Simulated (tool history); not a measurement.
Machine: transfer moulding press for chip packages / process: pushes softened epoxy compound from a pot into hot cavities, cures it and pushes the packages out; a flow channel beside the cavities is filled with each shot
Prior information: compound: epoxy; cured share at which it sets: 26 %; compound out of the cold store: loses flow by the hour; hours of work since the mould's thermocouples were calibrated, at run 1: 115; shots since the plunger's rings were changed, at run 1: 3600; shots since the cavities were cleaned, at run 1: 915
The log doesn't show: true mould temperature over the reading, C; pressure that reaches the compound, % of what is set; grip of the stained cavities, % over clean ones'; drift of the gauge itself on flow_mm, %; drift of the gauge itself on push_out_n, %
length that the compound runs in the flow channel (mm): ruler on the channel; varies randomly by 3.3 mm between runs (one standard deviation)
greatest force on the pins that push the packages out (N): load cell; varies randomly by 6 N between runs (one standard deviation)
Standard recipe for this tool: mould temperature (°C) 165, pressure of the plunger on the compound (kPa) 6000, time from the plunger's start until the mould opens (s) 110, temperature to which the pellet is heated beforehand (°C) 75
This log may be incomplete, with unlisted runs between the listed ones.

run,day,mould temperature (°C),pressure of the plunger on the compound (kPa),time from the plunger's start until the mould opens (s),temperature to which the pellet is heated beforehand (°C),hours of work since the mould's thermocouples were calibrated,shots since the plunger's rings were changed,shots since the cavities were cleaned,incoming compound's hours out of the cold store,length that the compound runs in the flow channel (mm),greatest force on the pins that push the packages out (N)
1,0.000,165,6000,110,75,115,3600,915,38.3,762,426
# day 0.317: cavities cleaned with cleaning compound and waxed
2,0.742,165,6000,110,75,126,3765,104,14.1,927,312
3,1.304,165,6000,110,75,135,3902,241,18.1,889,365
4,1.925,165,6000,110,75,144,4054,393,22.0,858,382
5,2.454,165,6000,110,75,153,4183,522,9.6,953,452
6,2.962,165,5390,110,75,161,4307,646,31.5,765,419
7,3.612,165,5390,110,75,171,4465,804,33.0,750,438
8,4.162,165,5390,110,75,180,4600,939,12.8,875,474
# day 4.342: cavities cleaned with cleaning compound and waxed
9,4.721,165,5080,110,75,188,4720,92,10.2,860,311
10,5.092,165,5080,110,75,194,4811,183,31.0,730,319
11,5.767,165,5080,110,75,205,4976,348,13.1,848,395
12,6.171,165,6000,99,75,211,5074,446,36.4,766,466
# day 6.288: mould's thermocouples calibrated
13,6.742,165,6000,110,75,7,5193,565,18.1,871,439
14,7.283,165,6000,110,75,16,5325,697,14.7,892,458
15,7.642,165,6000,110,75,21,5412,784,10.2,934,479
16,8.254,165,6000,110,75,31,5562,934,37.9,754,457
# day 8.458: cavities cleaned with cleaning compound and waxed
17,8.633,164,6000,110,74,36,5639,42,9.7,932,294
# day 9.221: plunger's sealing rings changed
18,9.229,161,4890,127,67,44,2,162,23.6,820,315
# day 9.733: mould's thermocouples calibrated, once more
19,9.796,161,4890,127,67,1,120,280,41.6,716,368
20,10.125,165,6000,94,75,6,200,360,21.8,895,560
21,10.696,165,6000,131,83,15,339,499,44.6,753,332
22,11.183,169,5850,100,83,23,459,619,44.5,726,409
23,11.579,165,6000,96,84,29,555,715,42.0,767,553
24,12.171,165,6000,96,84,39,699,859,13.9,937,660
25,12.504,169,7100,110,75,44,780,940,15.2,992,379
# day 12.667: cavities cleaned with cleaning compound and waxed
26,13.175,165,4630,147,75,54,929,124,8.4,864,234
27,13.804,163,6530,110,72,64,1083,278,32.4,864,426
28,14.400,161,4690,137,75,73,1228,423,11.3,875,392
29,14.721,167,5110,92,67,78,1306,501,31.7,751,545

3 ways to go on from here, each from the tool as it stands after run 29. What would each give?
A,15.167,159,5220,103,67,85,1414,609,26.8,?,?
B,15.167,165,4630,110,75,85,1414,609,11.6,?,?
C,15.167,165,5300,124,69,85,1414,609,14.5,?,?

run,length that the compound runs in the flow channel (mm),greatest force on the pins that push the packages out (N)
A,826,809
B,835,458
C,873,375
Stripped of hidden state, with their random variation kept, the same runs would have yielded:
run,length that the compound runs in the flow channel (mm),greatest force on the pins that push the packages out (N)
A,839,424
B,848,241
C,887,194
